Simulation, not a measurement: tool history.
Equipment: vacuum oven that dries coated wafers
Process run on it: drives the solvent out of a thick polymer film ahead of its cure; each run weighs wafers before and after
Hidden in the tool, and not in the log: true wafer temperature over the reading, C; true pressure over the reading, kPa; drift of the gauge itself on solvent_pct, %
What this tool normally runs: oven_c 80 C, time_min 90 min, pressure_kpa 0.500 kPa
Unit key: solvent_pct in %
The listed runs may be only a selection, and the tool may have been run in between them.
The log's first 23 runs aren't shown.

run    hour  oven_c  time_min  pressure_kpa  hours of work since the thermocouples were calibrated  hours of work since the vacuum gauge was cleaned of residue  solvent_pct
 24  2042.8      74       128         0.500                                                    837                                                          690        1.391
 25  2159.2      92       128         0.355                                                    908                                                          761        0.133
 26  2243.9      80        90         0.394                                                    960                                                          813        1.098
 27  2299.5      80        90         0.394                                                    994                                                          847        1.117
 28  2407.0      80        77         0.777                                                   1060                                                          913        1.627
 29  2538.4      80        90         0.569                                                   1140                                                          993        1.154
 30  2661.8      77       118         0.266                                                   1215                                                         1069        0.887
 31  2767.3      66        50         0.763                                                   1280                                                         1133        6.489
     2834.1  -- oven's thermocouples calibrated
 32  2870.4      66        50         0.763                                                     22                                                         1195        6.917
 33  2929.0      66        50         0.763                                                     58                                                         1231        6.912
 34  3055.4      71        90         0.961                                                    135                                                         1308        3.694
 35  3152.3      91        89         1.450                                                    195                                                         1367        0.620
 36  3208.4      69        90         0.553                                                    229                                                         1402        4.006

Here are 3 independent what-if runs from the current tool condition. What would each one return?
  A  3297.0      76       128         0.780                                                    283                                                         1456            ?
  B  3297.0      69       160         0.717                                                    283                                                         1456            ?
  C  3297.0      69       109         0.493                                                    283                                                         1456            ?

run  solvent_pct
  A        1.385
  B        2.192
  C        3.274
What these runs would have given with no unlogged condition in the tool:
run  solvent_pct
  A        1.309
  B        2.099
  C        3.202
